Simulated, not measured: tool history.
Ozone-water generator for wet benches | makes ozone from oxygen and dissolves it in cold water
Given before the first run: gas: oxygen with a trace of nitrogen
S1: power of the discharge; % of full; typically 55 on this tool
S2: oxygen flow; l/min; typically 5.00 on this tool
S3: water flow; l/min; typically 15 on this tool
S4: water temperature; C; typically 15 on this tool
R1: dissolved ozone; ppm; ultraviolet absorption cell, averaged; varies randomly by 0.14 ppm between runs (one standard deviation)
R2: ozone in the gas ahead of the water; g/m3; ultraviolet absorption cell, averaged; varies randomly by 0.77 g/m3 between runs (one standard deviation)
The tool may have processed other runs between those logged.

run     day  S1    S2  S3  S4    R1     R2
  1   0.000  55  5.00  15  15  15.5  115.8
  2   1.396  55  5.00  15  15  15.4  117.4
  3   2.521  55  5.00  15  15  15.5  116.8
  4   4.196  55  5.00  15  15  15.6  115.8
  5   5.996  55  5.00  15  15  15.3  116.1
  6   7.821  55  5.00  15  15  15.5  115.4
  7   8.900  55  5.00  15  15  15.3  118.5
  8   9.667  55  5.00  15  15  15.5  117.6
  9  10.842  55  5.00  15  15  15.7  116.7
 10  11.596  55  5.00  15  15  15.6  116.9
 11  13.346  55  5.00  15  15  15.4  114.4
 12  15.158  55  5.00  17   7  15.3  115.1
 13  16.292  56  5.00  15  11  16.6  119.4
 14  17.850  56  5.00  15  11  16.5  116.8
 15  19.683  66  3.63  10  11  27.5  167.5
 16  20.938  60  5.34  10   8  24.8  120.4
 17  21.792  55  5.00  12   9  20.3  116.4
 18  22.646  44  5.00  20   9  10.3   94.2
 19  24.162  67  5.00  15   9  19.8  138.0
 20  25.183  67  5.00  15  10  19.5  138.0
 21  26.829  67  5.00  15  10  19.6  137.2

A few steps of R1 between consecutive runs. Split each: what settings, incoming material and random variation would produce without the hidden state, and what is left over for the hidden state, along with gauge scatter present in only one of the two compared results (measured, and without hidden state):
The tool's hidden condition here consists of: yield of the discharge, % of new electrodes'; contactor's efficiency, % of a clean one's; true water temperature over the reading, C; drift of the gauge itself on ozone_ppm, %; drift of the gauge itself on gas_g_m3, %.
Run 14 -> 15: S1 56 -> 66, S2 5.00 -> 3.63, S3 15 -> 10. R1 +11.0 ppm: hidden state -0.5, all else +11.5.
Run 17 -> 18: S1 55 -> 44, S3 12 -> 20. R1 -10.0 ppm: hidden state +0.5, all else -10.5.
Run 18 -> 19: S1 44 -> 67, S3 20 -> 15. R1 +9.5 ppm: hidden state -0.6, all else +10.1.

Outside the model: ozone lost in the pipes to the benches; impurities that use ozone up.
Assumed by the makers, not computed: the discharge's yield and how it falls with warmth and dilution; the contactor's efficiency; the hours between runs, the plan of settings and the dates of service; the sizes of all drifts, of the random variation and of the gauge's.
